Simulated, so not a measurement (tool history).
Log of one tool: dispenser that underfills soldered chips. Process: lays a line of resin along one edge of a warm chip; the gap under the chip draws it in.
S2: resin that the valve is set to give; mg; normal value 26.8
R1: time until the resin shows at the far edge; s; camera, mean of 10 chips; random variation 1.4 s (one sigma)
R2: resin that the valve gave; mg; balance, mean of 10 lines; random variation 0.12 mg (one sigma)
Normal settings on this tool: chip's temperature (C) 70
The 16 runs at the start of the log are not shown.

run 17 day=3.621 | chip's_temperature_(C)=70 S2=31.3 | R1=188.2 R2=29.72
run 18 day=3.862 | chip's_temperature_(C)=70 S2=32.2 | R1=245 R2=30.56
-- day=3.979 new syringe of resin
run 19 day=4.092 | chip's_temperature_(C)=72 S2=33.8 | R1=123.9 R2=31.5
run 20 day=4.358 | chip's_temperature_(C)=72 S2=33.8 | R1=167 R2=31.96
run 21 day=4.596 | chip's_temperature_(C)=70 S2=33.8 | R1=239.6 R2=31.75
-- day=4.742 new syringe of resin
run 22 day=4.858 | chip's_temperature_(C)=64 S2=23.7 | R1=195.7 R2=22.07
run 23 day=4.983 | chip's_temperature_(C)=62 S2=23.4 | R1=248.5 R2=21.73
run 24 day=5.212 | chip's_temperature_(C)=62 S2=23.4 | R1=321.1 R2=21.58
run 25 day=5.362 | chip's_temperature_(C)=62 S2=23.4 | R1=382.4 R2=21.66
-- day=5.504 new syringe of resin
run 26 day=5.529 | chip's_temperature_(C)=66 S2=28.9 | R1=158 R2=26.67
run 27 day=5.696 | chip's_temperature_(C)=77 S2=26.7 | R1=119.3 R2=24.56
run 28 day=5.879 | chip's_temperature_(C)=75 S2=34.4 | R1=149 R2=31.58
run 29 day=6.062 | chip's_temperature_(C)=75 S2=34.4 | R1=181.6 R2=31.34
run 30 day=6.188 | chip's_temperature_(C)=62 S2=26.7 | R1=395.4 R2=24.27
-- day=6.267 new syringe of resin
run 31 day=6.371 | chip's_temperature_(C)=61 S2=25.7 | R1=217.1 R2=23.78
-- day=6.479 dispensing valve cleaned and set on the balance
run 32 day=6.625 | chip's_temperature_(C)=61 S2=25.7 | R1=272.2 R2=25.65
run 33 day=6.892 | chip's_temperature_(C)=61 S2=25.7 | R1=359 R2=25.39

Predict the results of run 34:
-- day=7.071 new syringe of resin
run 34 day=7.196 | chip's_temperature_(C)=69 S2=23.5 | R1=? R2=?

R1: 157.5 s
R2: 23.16 mg
With no hidden state in the tool, this same run would have given R1 144.7 s, R2 23.38 mg.
